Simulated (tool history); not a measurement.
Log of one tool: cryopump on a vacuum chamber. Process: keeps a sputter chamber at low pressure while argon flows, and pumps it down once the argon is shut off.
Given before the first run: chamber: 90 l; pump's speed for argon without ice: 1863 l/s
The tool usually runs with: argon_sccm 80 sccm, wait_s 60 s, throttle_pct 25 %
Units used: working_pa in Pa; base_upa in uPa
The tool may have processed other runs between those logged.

{"run": 1, "day": 0.0, "argon_sccm": 80, "wait_s": 60, "throttle_pct": 25, "working_pa": 0.3019, "base_upa": 0.98}
{"day": 2.154, "done": "pump warmed up, emptied and cooled again"}
{"run": 2, "day": 3.562, "argon_sccm": 80, "wait_s": 60, "throttle_pct": 25, "working_pa": 0.294, "base_upa": 0.98}
{"run": 3, "day": 6.375, "argon_sccm": 80, "wait_s": 60, "throttle_pct": 25, "working_pa": 0.2924, "base_upa": 0.94}
{"run": 4, "day": 9.908, "argon_sccm": 80, "wait_s": 60, "throttle_pct": 25, "working_pa": 0.2947, "base_upa": 0.9}
{"run": 5, "day": 14.183, "argon_sccm": 80, "wait_s": 24, "throttle_pct": 25, "working_pa": 0.2959, "base_upa": 1.42}
{"run": 6, "day": 16.925, "argon_sccm": 80, "wait_s": 60, "throttle_pct": 25, "working_pa": 0.2951, "base_upa": 0.97}
{"run": 7, "day": 19.533, "argon_sccm": 80, "wait_s": 60, "throttle_pct": 25, "working_pa": 0.2988, "base_upa": 0.99}
{"day": 22.104, "done": "leaking fittings of the chamber tightened, without venting"}
{"run": 8, "day": 23.133, "argon_sccm": 80, "wait_s": 85, "throttle_pct": 25, "working_pa": 0.2981, "base_upa": 0.39}
{"run": 9, "day": 25.217, "argon_sccm": 80, "wait_s": 60, "throttle_pct": 15, "working_pa": 0.491, "base_upa": 0.48}
{"run": 10, "day": 28.279, "argon_sccm": 80, "wait_s": 60, "throttle_pct": 15, "working_pa": 0.4932, "base_upa": 0.5}
{"run": 11, "day": 31.367, "argon_sccm": 80, "wait_s": 60, "throttle_pct": 16, "working_pa": 0.4618, "base_upa": 0.55}
{"run": 12, "day": 35.188, "argon_sccm": 80, "wait_s": 23, "throttle_pct": 25, "working_pa": 0.3013, "base_upa": 1.01}
{"run": 13, "day": 38.988, "argon_sccm": 80, "wait_s": 72, "throttle_pct": 25, "working_pa": 0.3018, "base_upa": 0.49}
{"day": 41.325, "done": "pump warmed up, emptied and cooled again"}
{"run": 14, "day": 43.75, "argon_sccm": 80, "wait_s": 72, "throttle_pct": 25, "working_pa": 0.2924, "base_upa": 0.51}
{"run": 15, "day": 48.75, "argon_sccm": 80, "wait_s": 72, "throttle_pct": 25, "working_pa": 0.2913, "base_upa": 0.5}
{"run": 16, "day": 51.571, "argon_sccm": 80, "wait_s": 72, "throttle_pct": 25, "working_pa": 0.2982, "base_upa": 0.47}
{"run": 17, "day": 54.904, "argon_sccm": 80, "wait_s": 186, "throttle_pct": 25, "working_pa": 0.2948, "base_upa": 0.32}
{"run": 18, "day": 59.312, "argon_sccm": 144, "wait_s": 60, "throttle_pct": 24, "working_pa": 0.5638, "base_upa": 0.61}
{"run": 19, "day": 62.912, "argon_sccm": 144, "wait_s": 60, "throttle_pct": 24, "working_pa": 0.5551, "base_upa": 0.6}
{"run": 20, "day": 66.683, "argon_sccm": 57, "wait_s": 21, "throttle_pct": 24, "working_pa": 0.2223, "base_upa": 1.17}
{"run": 21, "day": 71.233, "argon_sccm": 152, "wait_s": 84, "throttle_pct": 24, "working_pa": 0.5907, "base_upa": 0.57}
{"run": 22, "day": 74.317, "argon_sccm": 107, "wait_s": 282, "throttle_pct": 23, "working_pa": 0.4383, "base_upa": 0.42}
{"run": 23, "day": 78.254, "argon_sccm": 73, "wait_s": 282, "throttle_pct": 53, "working_pa": 0.1349, "base_upa": 0.46}
{"day": 80.292, "done": "pump warmed up, emptied and cooled again"}
{"run": 24, "day": 81.158, "argon_sccm": 80, "wait_s": 81, "throttle_pct": 25, "working_pa": 0.2929, "base_upa": 0.54}
{"run": 25, "day": 83.496, "argon_sccm": 80, "wait_s": 81, "throttle_pct": 17, "working_pa": 0.4296, "base_upa": 0.57}
{"run": 26, "day": 87.171, "argon_sccm": 52, "wait_s": 60, "throttle_pct": 16, "working_pa": 0.2981, "base_upa": 0.66}
{"run": 27, "day": 91.225, "argon_sccm": 96, "wait_s": 60, "throttle_pct": 22, "working_pa": 0.4001, "base_upa": 0.68}
{"run": 28, "day": 95.712, "argon_sccm": 139, "wait_s": 40, "throttle_pct": 33, "working_pa": 0.3932, "base_upa": 0.78}
{"run": 29, "day": 100.246, "argon_sccm": 139, "wait_s": 40, "throttle_pct": 33, "working_pa": 0.3951, "base_upa": 0.87}
{"run": 30, "day": 102.538, "argon_sccm": 102, "wait_s": 60, "throttle_pct": 25, "working_pa": 0.3788, "base_upa": 0.7}
{"run": 31, "day": 105.267, "argon_sccm": 102, "wait_s": 60, "throttle_pct": 25, "working_pa": 0.3818, "base_upa": 0.72}
{"run": 32, "day": 109.492, "argon_sccm": 103, "wait_s": 138, "throttle_pct": 22, "working_pa": 0.4393, "base_upa": 0.61}
{"run": 33, "day": 112.529, "argon_sccm": 103, "wait_s": 138, "throttle_pct": 28, "working_pa": 0.348, "base_upa": 0.6}

3 ways to go on from here, each from the tool as it stands after run 33. What would each give?
{"run": "A", "day": 115.054, "argon_sccm": 92, "wait_s": 60, "throttle_pct": 25, "working_pa": "?", "base_upa": "?"}
{"run": "B", "day": 115.054, "argon_sccm": 94, "wait_s": 138, "throttle_pct": 17, "working_pa": "?", "base_upa": "?"}
{"run": "C", "day": 115.054, "argon_sccm": 77, "wait_s": 116, "throttle_pct": 47, "working_pa": "?", "base_upa": "?"}

run=A working_pa=0.3475 base_upa=0.76
run=B working_pa=0.5156 base_upa=0.52
run=C working_pa=0.1599 base_upa=0.67
With the hidden condition removed and each run's random variation left untouched, the same runs would have given:
run=A working_pa=0.3339 base_upa=0.45
run=B working_pa=0.5017 base_upa=0.22
run=C working_pa=0.1485 base_upa=0.36

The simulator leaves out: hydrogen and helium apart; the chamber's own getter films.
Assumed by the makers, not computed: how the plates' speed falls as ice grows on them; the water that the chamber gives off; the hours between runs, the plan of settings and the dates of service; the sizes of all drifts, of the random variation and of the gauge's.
